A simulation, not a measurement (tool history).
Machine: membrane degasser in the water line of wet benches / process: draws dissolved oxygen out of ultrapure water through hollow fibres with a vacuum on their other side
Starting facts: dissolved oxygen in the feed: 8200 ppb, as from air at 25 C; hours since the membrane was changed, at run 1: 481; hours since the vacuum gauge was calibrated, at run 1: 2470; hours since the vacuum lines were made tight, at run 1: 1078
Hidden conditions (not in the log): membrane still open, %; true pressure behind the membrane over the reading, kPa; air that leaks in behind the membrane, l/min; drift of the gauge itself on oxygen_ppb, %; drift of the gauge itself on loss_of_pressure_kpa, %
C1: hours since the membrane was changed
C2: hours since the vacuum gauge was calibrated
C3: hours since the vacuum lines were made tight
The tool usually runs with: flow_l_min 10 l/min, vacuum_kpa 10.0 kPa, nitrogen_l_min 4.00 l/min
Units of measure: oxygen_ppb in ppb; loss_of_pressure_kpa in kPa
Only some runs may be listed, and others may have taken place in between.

run 1 day=0.000 | flow_l_min=10 vacuum_kpa=10.0 nitrogen_l_min=4.00 | C1=481 C2=2470 C3=1078 | oxygen_ppb=55.0 loss_of_pressure_kpa=52.04
run 2 day=2.071 | flow_l_min=10 vacuum_kpa=10.0 nitrogen_l_min=4.00 | C1=531 C2=2519 C3=1128 | oxygen_ppb=53.7 loss_of_pressure_kpa=52.32
run 3 day=4.233 | flow_l_min=10 vacuum_kpa=10.0 nitrogen_l_min=4.00 | C1=583 C2=2571 C3=1179 | oxygen_ppb=53.7 loss_of_pressure_kpa=52.28
run 4 day=6.125 | flow_l_min=10 vacuum_kpa=15.4 nitrogen_l_min=4.00 | C1=628 C2=2616 C3=1225 | oxygen_ppb=87.0 loss_of_pressure_kpa=51.96
run 5 day=7.312 | flow_l_min=10 vacuum_kpa=15.4 nitrogen_l_min=4.00 | C1=657 C2=2645 C3=1253 | oxygen_ppb=86.8 loss_of_pressure_kpa=51.82
run 6 day=9.171 | flow_l_min=10 vacuum_kpa=10.0 nitrogen_l_min=4.00 | C1=702 C2=2690 C3=1298 | oxygen_ppb=53.7 loss_of_pressure_kpa=52.16
run 7 day=10.404 | flow_l_min=10 vacuum_kpa=10.0 nitrogen_l_min=4.00 | C1=731 C2=2719 C3=1327 | oxygen_ppb=54.7 loss_of_pressure_kpa=52.11
run 8 day=12.567 | flow_l_min=10 vacuum_kpa=10.0 nitrogen_l_min=4.00 | C1=783 C2=2771 C3=1379 | oxygen_ppb=55.0 loss_of_pressure_kpa=52.26
run 9 day=14.417 | flow_l_min=10 vacuum_kpa=10.0 nitrogen_l_min=4.00 | C1=828 C2=2816 C3=1424 | oxygen_ppb=54.7 loss_of_pressure_kpa=51.89
run 10 day=16.817 | flow_l_min=10 vacuum_kpa=10.0 nitrogen_l_min=4.00 | C1=885 C2=2873 C3=1481 | oxygen_ppb=54.9 loss_of_pressure_kpa=51.85
run 11 day=18.833 | flow_l_min=10 vacuum_kpa=10.0 nitrogen_l_min=4.00 | C1=933 C2=2922 C3=1530 | oxygen_ppb=54.2 loss_of_pressure_kpa=51.82
run 12 day=21.358 | flow_l_min=10 vacuum_kpa=10.0 nitrogen_l_min=4.00 | C1=994 C2=2982 C3=1590 | oxygen_ppb=54.0 loss_of_pressure_kpa=52.12
run 13 day=22.775 | flow_l_min=10 vacuum_kpa=10.0 nitrogen_l_min=4.00 | C1=1028 C2=3016 C3=1624 | oxygen_ppb=53.8 loss_of_pressure_kpa=52.23
run 14 day=24.275 | flow_l_min=10 vacuum_kpa=10.0 nitrogen_l_min=4.00 | C1=1064 C2=3052 C3=1660 | oxygen_ppb=53.9 loss_of_pressure_kpa=51.97
run 15 day=25.508 | flow_l_min=10 vacuum_kpa=21.1 nitrogen_l_min=4.00 | C1=1094 C2=3082 C3=1690 | oxygen_ppb=123.7 loss_of_pressure_kpa=51.87
run 16 day=27.092 | flow_l_min=10 vacuum_kpa=21.1 nitrogen_l_min=4.00 | C1=1132 C2=3120 C3=1728 | oxygen_ppb=125.0 loss_of_pressure_kpa=52.49
run 17 day=28.767 | flow_l_min=10 vacuum_kpa=9.5 nitrogen_l_min=4.00 | C1=1172 C2=3160 C3=1768 | oxygen_ppb=50.8 loss_of_pressure_kpa=51.80
run 18 day=29.983 | flow_l_min=10 vacuum_kpa=9.5 nitrogen_l_min=4.00 | C1=1201 C2=3189 C3=1797 | oxygen_ppb=51.6 loss_of_pressure_kpa=52.05
run 19 day=31.342 | flow_l_min=6 vacuum_kpa=11.5 nitrogen_l_min=3.25 | C1=1234 C2=3222 C3=1830 | oxygen_ppb=41.5 loss_of_pressure_kpa=31.01
run 20 day=32.558 | flow_l_min=9 vacuum_kpa=16.6 nitrogen_l_min=5.30 | C1=1263 C2=3251 C3=1859 | oxygen_ppb=64.8 loss_of_pressure_kpa=46.83
run 21 day=33.854 | flow_l_min=9 vacuum_kpa=23.3 nitrogen_l_min=2.40 | C1=1294 C2=3282 C3=1890 | oxygen_ppb=193.7 loss_of_pressure_kpa=46.71
-- day=34.088 vacuum gauge calibrated
run 22 day=36.000 | flow_l_min=10 vacuum_kpa=14.6 nitrogen_l_min=1.91 | C1=1345 C2=46 C3=1941 | oxygen_ppb=157.0 loss_of_pressure_kpa=51.76
run 23 day=37.533 | flow_l_min=10 vacuum_kpa=14.6 nitrogen_l_min=1.91 | C1=1382 C2=83 C3=1978 | oxygen_ppb=159.8 loss_of_pressure_kpa=52.15
run 24 day=39.846 | flow_l_min=10 vacuum_kpa=14.6 nitrogen_l_min=1.91 | C1=1437 C2=138 C3=2034 | oxygen_ppb=155.6 loss_of_pressure_kpa=51.98
run 25 day=41.742 | flow_l_min=10 vacuum_kpa=22.0 nitrogen_l_min=4.00 | C1=1483 C2=184 C3=2079 | oxygen_ppb=127.6 loss_of_pressure_kpa=51.65
-- day=43.208 vacuum gauge calibrated, once more
run 26 day=43.208 | flow_l_min=10 vacuum_kpa=7.5 nitrogen_l_min=6.85 | C1=1517 C2=0 C3=2114 | oxygen_ppb=26.9 loss_of_pressure_kpa=52.32
run 27 day=44.900 | flow_l_min=7 vacuum_kpa=10.0 nitrogen_l_min=5.67 | C1=1558 C2=41 C3=2154 | oxygen_ppb=24.6 loss_of_pressure_kpa=36.39
run 28 day=47.146 | flow_l_min=6 vacuum_kpa=7.0 nitrogen_l_min=3.58 | C1=1612 C2=94 C3=2208 | oxygen_ppb=17.4 loss_of_pressure_kpa=30.97
run 29 day=49.575 | flow_l_min=6 vacuum_kpa=7.0 nitrogen_l_min=3.44 | C1=1670 C2=153 C3=2267 | oxygen_ppb=18.8 loss_of_pressure_kpa=31.15
run 30 day=51.758 | flow_l_min=9 vacuum_kpa=15.6 nitrogen_l_min=4.00 | C1=1723 C2=205 C3=2319 | oxygen_ppb=78.3 loss_of_pressure_kpa=46.85
run 31 day=54.121 | flow_l_min=12 vacuum_kpa=8.6 nitrogen_l_min=4.13 | C1=1779 C2=262 C3=2376 | oxygen_ppb=63.3 loss_of_pressure_kpa=62.25
run 32 day=56.729 | flow_l_min=12 vacuum_kpa=16.9 nitrogen_l_min=4.00 | C1=1842 C2=324 C3=2438 | oxygen_ppb=124.4 loss_of_pressure_kpa=62.23

3 ways to go on from here, each from the tool as it stands after run 32. What would each give?
run A day=58.208 | flow_l_min=7 vacuum_kpa=10.0 nitrogen_l_min=4.00 | C1=1877 C2=360 C3=2474 | oxygen_ppb=? loss_of_pressure_kpa=?
run B day=58.208 | flow_l_min=12 vacuum_kpa=16.9 nitrogen_l_min=4.62 | C1=1877 C2=360 C3=2474 | oxygen_ppb=? loss_of_pressure_kpa=?
run C day=58.208 | flow_l_min=9 vacuum_kpa=17.1 nitrogen_l_min=4.26 | C1=1877 C2=360 C3=2474 | oxygen_ppb=? loss_of_pressure_kpa=?

run=A oxygen_ppb=33.8 loss_of_pressure_kpa=36.50
run=B oxygen_ppb=111.6 loss_of_pressure_kpa=62.70
run=C oxygen_ppb=82.9 loss_of_pressure_kpa=46.98
Without the tool's hidden state the same runs would have given:
run=A oxygen_ppb=32.3 loss_of_pressure_kpa=36.21
run=B oxygen_ppb=108.4 loss_of_pressure_kpa=62.20
run=C oxygen_ppb=80.1 loss_of_pressure_kpa=46.60

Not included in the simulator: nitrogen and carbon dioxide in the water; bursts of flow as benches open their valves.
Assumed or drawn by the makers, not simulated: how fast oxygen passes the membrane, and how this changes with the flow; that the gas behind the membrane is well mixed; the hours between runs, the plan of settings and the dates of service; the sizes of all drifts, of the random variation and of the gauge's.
